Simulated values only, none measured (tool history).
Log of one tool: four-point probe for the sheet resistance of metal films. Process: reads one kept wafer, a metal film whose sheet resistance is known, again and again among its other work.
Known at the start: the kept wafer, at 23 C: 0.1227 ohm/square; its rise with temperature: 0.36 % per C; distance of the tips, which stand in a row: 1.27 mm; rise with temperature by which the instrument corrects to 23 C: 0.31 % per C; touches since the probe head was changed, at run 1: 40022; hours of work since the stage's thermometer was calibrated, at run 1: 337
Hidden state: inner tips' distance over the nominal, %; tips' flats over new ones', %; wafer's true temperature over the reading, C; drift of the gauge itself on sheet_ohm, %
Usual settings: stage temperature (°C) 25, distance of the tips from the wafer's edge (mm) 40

run   hour  stage temperature (°C)  distance of the tips from the wafer's edge (mm)  touches since the probe head was changed  hours of work since the stage's thermometer was calibrated  sheet resistance as the instrument gives it (ohm/square)
  1      0                      25                                               40                                     40022                                                         337                                                  0.122899
  2   75.7                      25                                               40                                     41289                                                         390                                                  0.122959
  3  128.9                      25                                               40                                     42178                                                         428                                                  0.122882
  4  232.6                      34                                               40                                     43914                                                         501                                                  0.123409
  5  313.8                      34                                               40                                     45272                                                         558                                                  0.123431
  6  417.1                      34                                               40                                     47000                                                         630                                                  0.123399
  7  520.1                      34                                               40                                     48723                                                         703                                                  0.123409
  8  564.6                      24                                                7                                     49469                                                         734                                                  0.124886
  9  608.9                      19                                                6                                     50210                                                         765                                                  0.125308
 10  688.3                      29                                               30                                     51538                                                         821                                                  0.123172
 11  788.2                      24                                               14                                     53210                                                         891                                                  0.123355
 12  884.8                      24                                               14                                     54826                                                         959                                                  0.123323

The next listed run, before its measurement:
 13  970.2                      30                                                5                                     56255                                                        1019                                                         ?

{"run 13": {"sheet resistance as the instrument gives it (ohm/square)": 0.127231}}
Without the tool's hidden state the same run would have given sheet resistance as the instrument gives it (ohm/square) 0.127225.

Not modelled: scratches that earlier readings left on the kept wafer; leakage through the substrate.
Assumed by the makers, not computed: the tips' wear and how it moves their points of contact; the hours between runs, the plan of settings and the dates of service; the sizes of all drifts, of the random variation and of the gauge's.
